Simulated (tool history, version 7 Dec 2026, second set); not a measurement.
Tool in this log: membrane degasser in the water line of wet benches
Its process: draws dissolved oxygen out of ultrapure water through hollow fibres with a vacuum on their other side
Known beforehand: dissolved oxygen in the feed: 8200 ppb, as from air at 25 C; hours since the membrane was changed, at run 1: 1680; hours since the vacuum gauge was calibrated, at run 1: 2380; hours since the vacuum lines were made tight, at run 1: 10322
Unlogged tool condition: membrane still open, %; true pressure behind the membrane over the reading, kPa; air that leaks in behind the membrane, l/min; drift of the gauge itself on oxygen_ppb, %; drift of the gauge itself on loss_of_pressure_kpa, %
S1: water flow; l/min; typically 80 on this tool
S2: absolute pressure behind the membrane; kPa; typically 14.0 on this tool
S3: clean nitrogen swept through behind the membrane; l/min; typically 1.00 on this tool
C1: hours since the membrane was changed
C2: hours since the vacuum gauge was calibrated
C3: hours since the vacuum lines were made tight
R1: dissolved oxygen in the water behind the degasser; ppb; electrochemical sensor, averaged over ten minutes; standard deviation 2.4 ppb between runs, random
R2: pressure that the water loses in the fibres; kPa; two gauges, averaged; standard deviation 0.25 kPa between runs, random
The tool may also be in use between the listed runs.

run	hour	S1	S2	S3	C1	C2	C3	R1	R2
1	0.0	80	14.0	1.00	1680	2380	10322	1286.9	66.83
2	85.6	80	14.0	1.00	1766	2466	10407	1287.7	66.71
3	164.4	80	14.0	1.00	1845	2545	10486	1280.1	66.90
4	223.5	80	14.0	0.47	1904	2604	10545	1931.2	66.94
5	315.5	80	14.0	0.47	1996	2696	10637	1931.7	67.02
6	410.9	80	14.0	1.00	2091	2791	10733	1283.4	66.89
7	458.8	80	14.0	1.00	2139	2839	10781	1285.6	67.21
8	507.0	61	14.0	1.00	2187	2887	10829	1080.3	51.22
9	566.4	55	14.0	1.00	2247	2947	10888	1005.1	46.00
10	663.5	68	14.0	1.00	2344	3044	10985	1158.3	57.03
11	755.3	68	14.0	1.00	2436	3135	11077	1154.4	57.05
12	856.6	68	14.0	1.00	2537	3237	11178	1160.7	57.96
13	953.7	108	14.0	1.00	2634	3334	11276	1535.4	91.53
14	1039.4	108	14.0	1.00	2720	3420	11361	1534.0	91.32
15	1117.0	108	14.0	1.00	2797	3497	11439	1540.4	91.36
16	1179.7	108	14.0	1.00	2860	3560	11502	1540.3	91.04
17	1230.6	113	9.8	1.42	2911	3611	11552	824.7	95.27
18	1297.3	113	8.8	1.00	2978	3677	11619	876.8	95.37
19	1340.1	80	14.0	2.30	3020	3720	11662	717.9	68.06
20	1385.3	80	14.0	2.30	3066	3765	11707	716.6	67.86
21	1440.4	80	13.0	1.00	3121	3821	11762	1178.8	68.01
22	1511.5	128	9.3	1.10	3192	3892	11833	967.5	109.48
23	1590.2	128	11.6	0.88	3270	3970	11912	1445.7	109.00
24	1650.3	128	11.6	0.88	3330	4030	11972	1452.2	109.06
# hour 1682.6: gauge calibrated
25	1697.4	128	11.6	0.88	3378	4078	12019	1449.9	106.76
26	1764.2	99	12.5	0.88	3444	4144	12086	1375.6	82.45
27	1847.3	99	17.0	0.62	3528	4227	12169	2305.1	82.26
28	1906.3	99	17.0	0.62	3586	4286	12228	2301.1	82.77
# hour 1943.8: seals of the vacuum lines changed
29	1961.6	99	17.0	0.62	3640	4340	18	2298.6	82.26
30	2015.5	128	29.8	0.64	3694	4394	72	4109.7	106.90
31	2078.7	72	14.0	0.62	3757	4457	135	1596.3	60.06

What if the next run were any one of these 3? Each begins from the tool's condition after run 31:
A	2142.7	80	23.5	1.00	3821	4521	199	?	?
B	2142.7	60	14.0	0.62	3821	4521	199	?	?
C	2142.7	68	14.0	0.62	3821	4521	199	?	?

run	R1	R2
A	2188.4	67.09
B	1434.4	50.62
C	1553.2	56.81
The same runs, with their run-to-run variation unchanged, on a tool lacking any hidden condition would have given:
run	R1	R2
A	2188.2	66.65
B	1434.0	50.29
C	1552.8	56.44
